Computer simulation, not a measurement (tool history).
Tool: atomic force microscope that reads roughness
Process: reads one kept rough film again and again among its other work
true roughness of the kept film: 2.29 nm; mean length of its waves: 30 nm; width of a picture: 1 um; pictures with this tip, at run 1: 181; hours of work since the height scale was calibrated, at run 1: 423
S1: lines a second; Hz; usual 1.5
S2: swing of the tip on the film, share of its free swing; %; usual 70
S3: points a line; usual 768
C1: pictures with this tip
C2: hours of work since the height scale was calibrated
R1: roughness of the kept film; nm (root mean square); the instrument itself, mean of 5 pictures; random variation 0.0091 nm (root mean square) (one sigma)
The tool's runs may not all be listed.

{"run": 1, "hour": 0.0, "S1": 1.5, "S2": 70, "S3": 768, "C1": 181, "C2": 423, "R1": 1.96}
{"run": 2, "hour": 16.8, "S1": 1.5, "S2": 70, "S3": 768, "C1": 205, "C2": 433, "R1": 1.961}
{"run": 3, "hour": 32.1, "S1": 1.5, "S2": 70, "S3": 768, "C1": 227, "C2": 441, "R1": 1.932}
{"run": 4, "hour": 59.3, "S1": 1.5, "S2": 70, "S3": 768, "C1": 266, "C2": 457, "R1": 1.936}
{"run": 5, "hour": 75.6, "S1": 1.5, "S2": 70, "S3": 768, "C1": 290, "C2": 466, "R1": 1.931}
{"run": 6, "hour": 95.0, "S1": 1.5, "S2": 70, "S3": 768, "C1": 317, "C2": 477, "R1": 1.91}
{"run": 7, "hour": 126.6, "S1": 1.5, "S2": 70, "S3": 768, "C1": 363, "C2": 494, "R1": 1.91}
{"hour": 143.8, "done": "new tip fitted"}
{"run": 8, "hour": 146.8, "S1": 1.5, "S2": 70, "S3": 768, "C1": 4, "C2": 506, "R1": 2.039}
{"run": 9, "hour": 167.3, "S1": 2.1, "S2": 70, "S3": 768, "C1": 34, "C2": 517, "R1": 1.948}
{"run": 10, "hour": 196.7, "S1": 2.1, "S2": 70, "S3": 768, "C1": 76, "C2": 534, "R1": 1.96}
{"run": 11, "hour": 226.0, "S1": 2.1, "S2": 70, "S3": 768, "C1": 118, "C2": 550, "R1": 1.937}
{"run": 12, "hour": 256.2, "S1": 1.5, "S2": 70, "S3": 768, "C1": 162, "C2": 567, "R1": 1.966}
{"run": 13, "hour": 282.7, "S1": 1.5, "S2": 70, "S3": 768, "C1": 200, "C2": 582, "R1": 1.965}
{"run": 14, "hour": 309.8, "S1": 1.5, "S2": 70, "S3": 768, "C1": 239, "C2": 597, "R1": 1.951}
{"run": 15, "hour": 342.4, "S1": 1.5, "S2": 70, "S3": 768, "C1": 286, "C2": 615, "R1": 1.933}
{"run": 16, "hour": 368.0, "S1": 1.5, "S2": 70, "S3": 768, "C1": 322, "C2": 630, "R1": 1.915}
{"run": 17, "hour": 399.6, "S1": 1.5, "S2": 70, "S3": 768, "C1": 368, "C2": 647, "R1": 1.908}
{"hour": 413.3, "done": "new tip fitted"}
{"run": 18, "hour": 415.0, "S1": 1.5, "S2": 77, "S3": 768, "C1": 2, "C2": 656, "R1": 1.976}
{"run": 19, "hour": 437.7, "S1": 1.5, "S2": 70, "S3": 882, "C1": 35, "C2": 669, "R1": 2.019}
{"run": 20, "hour": 467.6, "S1": 1.5, "S2": 70, "S3": 882, "C1": 78, "C2": 685, "R1": 2.012}
{"run": 21, "hour": 481.5, "S1": 1.5, "S2": 70, "S3": 882, "C1": 98, "C2": 693, "R1": 1.996}
{"run": 22, "hour": 495.9, "S1": 2.06, "S2": 70, "S3": 768, "C1": 119, "C2": 701, "R1": 1.946}
{"run": 23, "hour": 511.2, "S1": 0.51, "S2": 70, "S3": 768, "C1": 141, "C2": 710, "R1": 2.059}
{"run": 24, "hour": 542.8, "S1": 1.5, "S2": 70, "S3": 582, "C1": 186, "C2": 728, "R1": 1.976}
{"run": 25, "hour": 575.9, "S1": 1.5, "S2": 70, "S3": 582, "C1": 234, "C2": 746, "R1": 1.953}
{"run": 26, "hour": 591.9, "S1": 1.5, "S2": 70, "S3": 265, "C1": 257, "C2": 755, "R1": 1.905}
{"run": 27, "hour": 614.4, "S1": 0.64, "S2": 67, "S3": 265, "C1": 289, "C2": 768, "R1": 1.971}
{"run": 28, "hour": 643.2, "S1": 3.93, "S2": 67, "S3": 914, "C1": 331, "C2": 784, "R1": 1.786}
{"run": 29, "hour": 674.6, "S1": 3.93, "S2": 67, "S3": 914, "C1": 376, "C2": 802, "R1": 1.763}
{"hour": 682.2, "done": "new tip fitted"}
{"run": 30, "hour": 696.2, "S1": 3.93, "S2": 67, "S3": 914, "C1": 20, "C2": 813, "R1": 1.869}
{"run": 31, "hour": 710.6, "S1": 0.65, "S2": 67, "S3": 677, "C1": 41, "C2": 821, "R1": 2.103}
{"run": 32, "hour": 731.5, "S1": 0.65, "S2": 67, "S3": 677, "C1": 71, "C2": 833, "R1": 2.089}
{"run": 33, "hour": 763.7, "S1": 0.91, "S2": 77, "S3": 419, "C1": 117, "C2": 851, "R1": 2.007}
{"run": 34, "hour": 778.0, "S1": 3.27, "S2": 64, "S3": 310, "C1": 138, "C2": 859, "R1": 1.907}
{"run": 35, "hour": 808.9, "S1": 3.27, "S2": 64, "S3": 310, "C1": 182, "C2": 877, "R1": 1.87}
{"run": 36, "hour": 827.0, "S1": 3.27, "S2": 64, "S3": 310, "C1": 208, "C2": 887, "R1": 1.87}
{"run": 37, "hour": 854.9, "S1": 3.27, "S2": 64, "S3": 310, "C1": 248, "C2": 903, "R1": 1.864}
{"run": 38, "hour": 874.8, "S1": 3.27, "S2": 64, "S3": 310, "C1": 277, "C2": 914, "R1": 1.852}
{"run": 39, "hour": 897.6, "S1": 3.27, "S2": 64, "S3": 310, "C1": 310, "C2": 926, "R1": 1.847}
{"run": 40, "hour": 919.8, "S1": 3.27, "S2": 64, "S3": 402, "C1": 342, "C2": 939, "R1": 1.823}
{"run": 41, "hour": 938.0, "S1": 1.82, "S2": 85, "S3": 962, "C1": 368, "C2": 949, "R1": 1.716}
{"hour": 951.9, "done": "new tip fitted"}
{"run": 42, "hour": 958.9, "S1": 1.5, "S2": 70, "S3": 287, "C1": 10, "C2": 961, "R1": 2.006}
{"run": 43, "hour": 973.6, "S1": 2.26, "S2": 70, "S3": 619, "C1": 31, "C2": 969, "R1": 1.961}
{"run": 44, "hour": 993.5, "S1": 2.34, "S2": 88, "S3": 700, "C1": 60, "C2": 980, "R1": 1.695}
{"run": 45, "hour": 1015.4, "S1": 1.5, "S2": 70, "S3": 624, "C1": 92, "C2": 992, "R1": 1.998}
{"run": 46, "hour": 1037.1, "S1": 1.5, "S2": 70, "S3": 624, "C1": 123, "C2": 1004, "R1": 1.981}
{"run": 47, "hour": 1057.8, "S1": 2.39, "S2": 58, "S3": 928, "C1": 153, "C2": 1016, "R1": 2.009}
{"run": 48, "hour": 1079.8, "S1": 2.39, "S2": 66, "S3": 864, "C1": 184, "C2": 1028, "R1": 1.926}
{"run": 49, "hour": 1104.0, "S1": 2.39, "S2": 66, "S3": 859, "C1": 219, "C2": 1042, "R1": 1.911}
{"run": 50, "hour": 1130.3, "S1": 2.33, "S2": 70, "S3": 394, "C1": 257, "C2": 1057, "R1": 1.852}
{"run": 51, "hour": 1148.4, "S1": 1, "S2": 84, "S3": 263, "C1": 283, "C2": 1067, "R1": 1.855}
{"run": 52, "hour": 1180.0, "S1": 1, "S2": 84, "S3": 263, "C1": 328, "C2": 1085, "R1": 1.846}

The same runs without the tool's hidden state, with the same run-to-run variation:
The hidden state here: radius of the tip, nm; height scale over the true one, %; drift of the gauge itself on roughness_nm, %.
run=1 R1=2.032
run=2 R1=2.041
run=3 R1=2.019
run=4 R1=2.038
run=5 R1=2.042
run=6 R1=2.03
run=7 R1=2.047
run=8 R1=2.044
run=9 R1=1.963
run=10 R1=1.992
run=11 R1=1.984
run=12 R1=2.029
run=13 R1=2.042
run=14 R1=2.042
run=15 R1=2.039
run=16 R1=2.033
run=17 R1=2.044
run=18 R1=1.977
run=19 R1=2.031
run=20 R1=2.041
run=21 R1=2.031
run=22 R1=1.987
run=23 R1=2.112
run=24 R1=2.042
run=25 R1=2.037
run=26 R1=1.996
run=27 R1=2.078
run=28 R1=1.895
run=29 R1=1.885
run=30 R1=1.876
run=31 R1=2.12
run=32 R1=2.118
run=33 R1=2.052
run=34 R1=1.957
run=35 R1=1.936
run=36 R1=1.946
run=37 R1=1.953
run=38 R1=1.951
run=39 R1=1.957
run=40 R1=1.944
run=41 R1=1.838
run=42 R1=2.007
run=43 R1=1.97
run=44 R1=1.712
run=45 R1=2.031
run=46 R1=2.025
run=47 R1=2.066
run=48 R1=1.993
run=49 R1=1.99
run=50 R1=1.943
run=51 R1=1.956
run=52 R1=1.963
